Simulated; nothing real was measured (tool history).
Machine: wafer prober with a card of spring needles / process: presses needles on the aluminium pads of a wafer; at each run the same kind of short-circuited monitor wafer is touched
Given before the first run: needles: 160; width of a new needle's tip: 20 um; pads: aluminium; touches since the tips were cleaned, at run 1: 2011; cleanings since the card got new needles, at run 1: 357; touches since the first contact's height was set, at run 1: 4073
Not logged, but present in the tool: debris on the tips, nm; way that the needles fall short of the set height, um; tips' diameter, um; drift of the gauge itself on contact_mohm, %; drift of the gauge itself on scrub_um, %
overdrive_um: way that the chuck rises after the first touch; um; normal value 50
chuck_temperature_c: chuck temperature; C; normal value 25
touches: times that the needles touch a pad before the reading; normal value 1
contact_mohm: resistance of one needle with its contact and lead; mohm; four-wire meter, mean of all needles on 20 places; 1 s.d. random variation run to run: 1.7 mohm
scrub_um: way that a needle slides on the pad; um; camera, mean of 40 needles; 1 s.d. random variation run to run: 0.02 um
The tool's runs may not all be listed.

run,day,overdrive_um,chuck_temperature_c,touches,touches since the tips were cleaned,cleanings since the card got new needles,touches since the first contact's height was set,contact_mohm,scrub_um
1,0,50,25,1,2011,357,4073,168,10.37
# day 0.175: tips cleaned on abrasive film
# day 0.521: tips cleaned on abrasive film
# day 0.871: tips cleaned on abrasive film
# day 1.3: tips cleaned on abrasive film
# day 1.733: tips cleaned on abrasive film
# day 2.167: tips cleaned on abrasive film
# day 2.512: tips cleaned on abrasive film
# day 3.012: card fitted with new needles
# day 3.362: tips cleaned on abrasive film
2,3.7,50,25,1,2727,1,5477,169,10.37
# day 3.792: tips cleaned on abrasive film
# day 4.138: tips cleaned on abrasive film
# day 4.483: tips cleaned on abrasive film
# day 4.829: tips cleaned on abrasive film
# day 5.262: tips cleaned on abrasive film
# day 5.612: tips cleaned on abrasive film
# day 5.958: tips cleaned on abrasive film
# day 6.304: tips cleaned on abrasive film
# day 6.65: tips cleaned on abrasive film
3,6.971,50,25,1,2564,10,31415,167,10.36
# day 7.062: tips cleaned on abrasive film
# day 7.408: tips cleaned on abrasive film
# day 7.754: tips cleaned on abrasive film
# day 8.188: tips cleaned on abrasive film
# day 8.533: tips cleaned on abrasive film
# day 8.879: tips cleaned on abrasive film
# day 9.229: tips cleaned on abrasive film
# day 9.575: tips cleaned on abrasive film
# day 9.921: tips cleaned on abrasive film
# day 10.267: tips cleaned on abrasive film
4,10.421,50,25,1,1226,20,58765,168,10.37
# day 10.683: tips cleaned on abrasive film
# day 11.029: tips cleaned on abrasive film
# day 11.375: tips cleaned on abrasive film
# day 11.808: tips cleaned on abrasive film
# day 12.242: tips cleaned on abrasive film
# day 12.675: tips cleaned on abrasive film
5,12.754,50,67,1,660,26,77299,173,10.35
# day 13.104: tips cleaned on abrasive film
# day 13.45: tips cleaned on abrasive film
# day 13.796: tips cleaned on abrasive film
# day 14.142: tips cleaned on abrasive film
# day 14.575: tips cleaned on abrasive film
# day 14.921: tips cleaned on abrasive film
# day 15.271: tips cleaned on abrasive film
# day 15.704: tips cleaned on abrasive film
6,15.925,50,67,1,1776,34,102449,173,10.32
# day 16.1: tips cleaned on abrasive film
# day 16.446: tips cleaned on abrasive film
# day 16.879: tips cleaned on abrasive film
# day 17.225: tips cleaned on abrasive film
# day 17.658: tips cleaned on abrasive film
# day 18.092: tips cleaned on abrasive film
# day 18.275: height of the first contact set anew
7,18.3,50,67,1,1592,40,218,177,10.37
# day 18.475: tips cleaned on abrasive film
# day 18.825: tips cleaned on abrasive film
# day 19.171: tips cleaned on abrasive film
# day 19.517: tips cleaned on abrasive film
# day 19.95: tips cleaned on abrasive film
# day 20.383: tips cleaned on abrasive film
# day 20.817: tips cleaned on abrasive film
# day 21.246: tips cleaned on abrasive film
# day 21.596: tips cleaned on abrasive film
8,21.704,50,67,1,873,49,27213,175,10.34
# day 21.962: tips cleaned on abrasive film
# day 22.312: tips cleaned on abrasive film
# day 22.658: tips cleaned on abrasive film
# day 23.004: tips cleaned on abrasive film
# day 23.35: tips cleaned on abrasive film
# day 23.7: tips cleaned on abrasive film
# day 24.133: tips cleaned on abrasive film
9,24.283,50,67,1,1220,56,47682,176,10.38
# day 24.546: tips cleaned on abrasive film
# day 24.892: tips cleaned on abrasive film
# day 25.238: tips cleaned on abrasive film
# day 25.671: tips cleaned on abrasive film
# day 26.104: tips cleaned on abrasive film
# day 26.45: tips cleaned on abrasive film
# day 26.796: tips cleaned on abrasive film
# day 27.229: tips cleaned on abrasive film
10,27.45,69,25,1,1751,64,72807,159,14.27
# day 27.625: tips cleaned on abrasive film
# day 27.971: tips cleaned on abrasive film
# day 28.317: tips cleaned on abrasive film
# day 28.662: tips cleaned on abrasive film
# day 29.096: tips cleaned on abrasive film
11,29.346,40,25,1,1998,69,87867,173,8.28
# day 29.521: tips cleaned on abrasive film
# day 29.867: tips cleaned on abrasive film
# day 30.217: tips cleaned on abrasive film
# day 30.562: tips cleaned on abrasive film
# day 30.996: tips cleaned on abrasive film
# day 31.429: tips cleaned on abrasive film
# day 31.858: tips cleaned on abrasive film
# day 32.292: tips cleaned on abrasive film
12,32.575,40,25,1,2271,77,113512,170,8.27
# day 32.667: tips cleaned on abrasive film
# day 33.096: tips cleaned on abrasive film
# day 33.529: tips cleaned on abrasive film
# day 33.542: height of the first contact set anew
# day 33.892: tips cleaned on abrasive film
# day 34.238: tips cleaned on abrasive film
# day 34.671: tips cleaned on abrasive film
13,34.733,40,25,1,511,83,9448,173,8.29
# day 35.079: tips cleaned on abrasive film
# day 35.512: tips cleaned on abrasive film
# day 35.946: tips cleaned on abrasive film
# day 36.379: tips cleaned on abrasive film
# day 36.725: tips cleaned on abrasive film
# day 37.158: tips cleaned on abrasive film
# day 37.504: tips cleaned on abrasive film
14,37.638,40,25,1,1087,90,32534,173,8.24
# day 37.9: tips cleaned on abrasive film
# day 38.246: tips cleaned on abrasive film
# day 38.596: tips cleaned on abrasive film
# day 38.942: tips cleaned on abrasive film
# day 39.375: tips cleaned on abrasive film
# day 39.804: tips cleaned on abrasive film
# day 40.238: tips cleaned on abrasive film
# day 40.612: tips cleaned on abrasive film
15,40.612,40,122,2,0,98,56110,196,8.25
# day 41.042: tips cleaned on abrasive film
# day 41.475: tips cleaned on abrasive film
# day 41.821: tips cleaned on abrasive film
# day 42.254: tips cleaned on abrasive film
# day 42.6: tips cleaned on abrasive film
# day 42.95: tips cleaned on abrasive film
# day 43.383: tips cleaned on abrasive film
# day 43.729: tips cleaned on abrasive film
# day 44.075: tips cleaned on abrasive film
16,44.2,38,42,2,991,107,84598,175,7.84
# day 44.458: tips cleaned on abrasive film
# day 44.808: tips cleaned on abrasive film
# day 45.154: tips cleaned on abrasive film
# day 45.5: tips cleaned on abrasive film
# day 45.933: tips cleaned on abrasive film
# day 46.279: tips cleaned on abrasive film
# day 46.625: tips cleaned on abrasive film
# day 47.058: tips cleaned on abrasive film
# day 47.408: tips cleaned on abrasive film
17,47.712,38,42,2,2468,116,112503,178,7.84
# day 47.804: tips cleaned on abrasive film
# day 48.15: tips cleaned on abrasive film
# day 48.583: tips cleaned on abrasive film
# day 48.767: height of the first contact set anew
# day 49.029: tips cleaned on abrasive film
# day 49.375: tips cleaned on abrasive film
18,49.375,38,42,2,0,121,4812,179,7.87
# day 49.808: tips cleaned on abrasive film
# day 50.154: tips cleaned on abrasive film
# day 50.5: tips cleaned on abrasive film
# day 50.85: tips cleaned on abrasive film
# day 51.196: tips cleaned on abrasive film
# day 51.542: tips cleaned on abrasive film
# day 51.975: tips cleaned on abrasive film
# day 52.321: tips cleaned on abrasive film
# day 52.754: tips cleaned on abrasive film
19,53.038,53,25,1,2288,130,33910,164,10.94
# day 53.129: tips cleaned on abrasive film
# day 53.475: tips cleaned on abrasive film
# day 53.821: tips cleaned on abrasive film
# day 54.254: tips cleaned on abrasive film
# day 54.604: tips cleaned on abrasive film
# day 54.95: tips cleaned on abrasive film
# day 55.383: tips cleaned on abrasive film
# day 55.729: tips cleaned on abrasive film
# day 56.162: tips cleaned on abrasive film
# day 56.592: tips cleaned on abrasive film
20,56.858,34,33,1,2124,140,64220,181,7.05

For each entry between runs, how does the tool's hidden state at the last listed run before it compare with that at the first listed run after it?
Runs 1 to 2: tips cleaned on abrasive film (day 0.175); tips cleaned on abrasive film (day 0.521); tips cleaned on abrasive film (day 0.871); tips cleaned on abrasive film (day 1.3); tips cleaned on abrasive film (day 1.733); tips cleaned on abrasive film (day 2.167); tips cleaned on abrasive film (day 2.512); card fitted with new needles (day 3.012); tips cleaned on abrasive film (day 3.362)
  debris on the tips, nm: 0.1 -> 0.2; tips' diameter, um: 20.01 -> 20
Runs 2 to 3: tips cleaned on abrasive film (day 3.792); tips cleaned on abrasive film (day 4.138); tips cleaned on abrasive film (day 4.483); tips cleaned on abrasive film (day 4.829); tips cleaned on abrasive film (day 5.262); tips cleaned on abrasive film (day 5.612); tips cleaned on abrasive film (day 5.958); tips cleaned on abrasive film (day 6.304); tips cleaned on abrasive film (day 6.65)
  no hidden state differs between the two runs
Runs 3 to 4: tips cleaned on abrasive film (day 7.062); tips cleaned on abrasive film (day 7.408); tips cleaned on abrasive film (day 7.754); tips cleaned on abrasive film (day 8.188); tips cleaned on abrasive film (day 8.533); tips cleaned on abrasive film (day 8.879); tips cleaned on abrasive film (day 9.229); tips cleaned on abrasive film (day 9.575); tips cleaned on abrasive film (day 9.921); tips cleaned on abrasive film (day 10.267)
  debris on the tips, nm: 0.2 -> 0.1
Runs 4 to 5: tips cleaned on abrasive film (day 10.683); tips cleaned on abrasive film (day 11.029); tips cleaned on abrasive film (day 11.375); tips cleaned on abrasive film (day 11.808); tips cleaned on abrasive film (day 12.242); tips cleaned on abrasive film (day 12.675)
  no hidden state differs between the two runs
Runs 5 to 6: tips cleaned on abrasive film (day 13.104); tips cleaned on abrasive film (day 13.45); tips cleaned on abrasive film (day 13.796); tips cleaned on abrasive film (day 14.142); tips cleaned on abrasive film (day 14.575); tips cleaned on abrasive film (day 14.921); tips cleaned on abrasive film (day 15.271); tips cleaned on abrasive film (day 15.704)
  no hidden state differs between the two runs
Runs 6 to 7: tips cleaned on abrasive film (day 16.1); tips cleaned on abrasive film (day 16.446); tips cleaned on abrasive film (day 16.879); tips cleaned on abrasive film (day 17.225); tips cleaned on abrasive film (day 17.658); tips cleaned on abrasive film (day 18.092); height of the first contact set anew (day 18.275)
  no hidden state differs between the two runs
Runs 7 to 8: tips cleaned on abrasive film (day 18.475); tips cleaned on abrasive film (day 18.825); tips cleaned on abrasive film (day 19.171); tips cleaned on abrasive film (day 19.517); tips cleaned on abrasive film (day 19.95); tips cleaned on abrasive film (day 20.383); tips cleaned on abrasive film (day 20.817); tips cleaned on abrasive film (day 21.246); tips cleaned on abrasive film (day 21.596)
  no hidden state differs between the two runs
Runs 8 to 9: tips cleaned on abrasive film (day 21.962); tips cleaned on abrasive film (day 22.312); tips cleaned on abrasive film (day 22.658); tips cleaned on abrasive film (day 23.004); tips cleaned on abrasive film (day 23.35); tips cleaned on abrasive film (day 23.7); tips cleaned on abrasive film (day 24.133)
  no hidden state differs between the two runs
Runs 9 to 10: tips cleaned on abrasive film (day 24.546); tips cleaned on abrasive film (day 24.892); tips cleaned on abrasive film (day 25.238); tips cleaned on abrasive film (day 25.671); tips cleaned on abrasive film (day 26.104); tips cleaned on abrasive film (day 26.45); tips cleaned on abrasive film (day 26.796); tips cleaned on abrasive film (day 27.229)
  no hidden state differs between the two runs
Runs 10 to 11: tips cleaned on abrasive film (day 27.625); tips cleaned on abrasive film (day 27.971); tips cleaned on abrasive film (day 28.317); tips cleaned on abrasive film (day 28.662); tips cleaned on abrasive film (day 29.096)
  debris on the tips, nm: 0.1 -> 0.2
Runs 11 to 12: tips cleaned on abrasive film (day 29.521); tips cleaned on abrasive film (day 29.867); tips cleaned on abrasive film (day 30.217); tips cleaned on abrasive film (day 30.562); tips cleaned on abrasive film (day 30.996); tips cleaned on abrasive film (day 31.429); tips cleaned on abrasive film (day 31.858); tips cleaned on abrasive film (day 32.292)
  no hidden state differs between the two runs
Runs 12 to 13: tips cleaned on abrasive film (day 32.667); tips cleaned on abrasive film (day 33.096); tips cleaned on abrasive film (day 33.529); height of the first contact set anew (day 33.542); tips cleaned on abrasive film (day 33.892); tips cleaned on abrasive film (day 34.238); tips cleaned on abrasive film (day 34.671)
  debris on the tips, nm: 0.2 -> 0.1
Runs 13 to 14: tips cleaned on abrasive film (day 35.079); tips cleaned on abrasive film (day 35.512); tips cleaned on abrasive film (day 35.946); tips cleaned on abrasive film (day 36.379); tips cleaned on abrasive film (day 36.725); tips cleaned on abrasive film (day 37.158); tips cleaned on abrasive film (day 37.504)
  no hidden state differs between the two runs
Runs 14 to 15: tips cleaned on abrasive film (day 37.9); tips cleaned on abrasive film (day 38.246); tips cleaned on abrasive film (day 38.596); tips cleaned on abrasive film (day 38.942); tips cleaned on abrasive film (day 39.375); tips cleaned on abrasive film (day 39.804); tips cleaned on abrasive film (day 40.238); tips cleaned on abrasive film (day 40.612)
  debris on the tips, nm: 0.1 -> 0
Runs 15 to 16: tips cleaned on abrasive film (day 41.042); tips cleaned on abrasive film (day 41.475); tips cleaned on abrasive film (day 41.821); tips cleaned on abrasive film (day 42.254); tips cleaned on abrasive film (day 42.6); tips cleaned on abrasive film (day 42.95); tips cleaned on abrasive film (day 43.383); tips cleaned on abrasive film (day 43.729); tips cleaned on abrasive film (day 44.075)
  debris on the tips, nm: 0 -> 0.1
Runs 16 to 17: tips cleaned on abrasive film (day 44.458); tips cleaned on abrasive film (day 44.808); tips cleaned on abrasive film (day 45.154); tips cleaned on abrasive film (day 45.5); tips cleaned on abrasive film (day 45.933); tips cleaned on abrasive film (day 46.279); tips cleaned on abrasive film (day 46.625); tips cleaned on abrasive film (day 47.058); tips cleaned on abrasive film (day 47.408)
  debris on the tips, nm: 0.1 -> 0.2
Runs 17 to 18: tips cleaned on abrasive film (day 47.804); tips cleaned on abrasive film (day 48.15); tips cleaned on abrasive film (day 48.583); height of the first contact set anew (day 48.767); tips cleaned on abrasive film (day 49.029); tips cleaned on abrasive film (day 49.375)
  debris on the tips, nm: 0.2 -> 0
Runs 18 to 19: tips cleaned on abrasive film (day 49.808); tips cleaned on abrasive film (day 50.154); tips cleaned on abrasive film (day 50.5); tips cleaned on abrasive film (day 50.85); tips cleaned on abrasive film (day 51.196); tips cleaned on abrasive film (day 51.542); tips cleaned on abrasive film (day 51.975); tips cleaned on abrasive film (day 52.321); tips cleaned on abrasive film (day 52.754)
  debris on the tips, nm: 0 -> 0.1
Runs 19 to 20: tips cleaned on abrasive film (day 53.129); tips cleaned on abrasive film (day 53.475); tips cleaned on abrasive film (day 53.821); tips cleaned on abrasive film (day 54.254); tips cleaned on abrasive film (day 54.604); tips cleaned on abrasive film (day 54.95); tips cleaned on abrasive film (day 55.383); tips cleaned on abrasive film (day 55.729); tips cleaned on abrasive film (day 56.162); tips cleaned on abrasive film (day 56.592)
  debris on the tips, nm: 0.1 -> 0.2
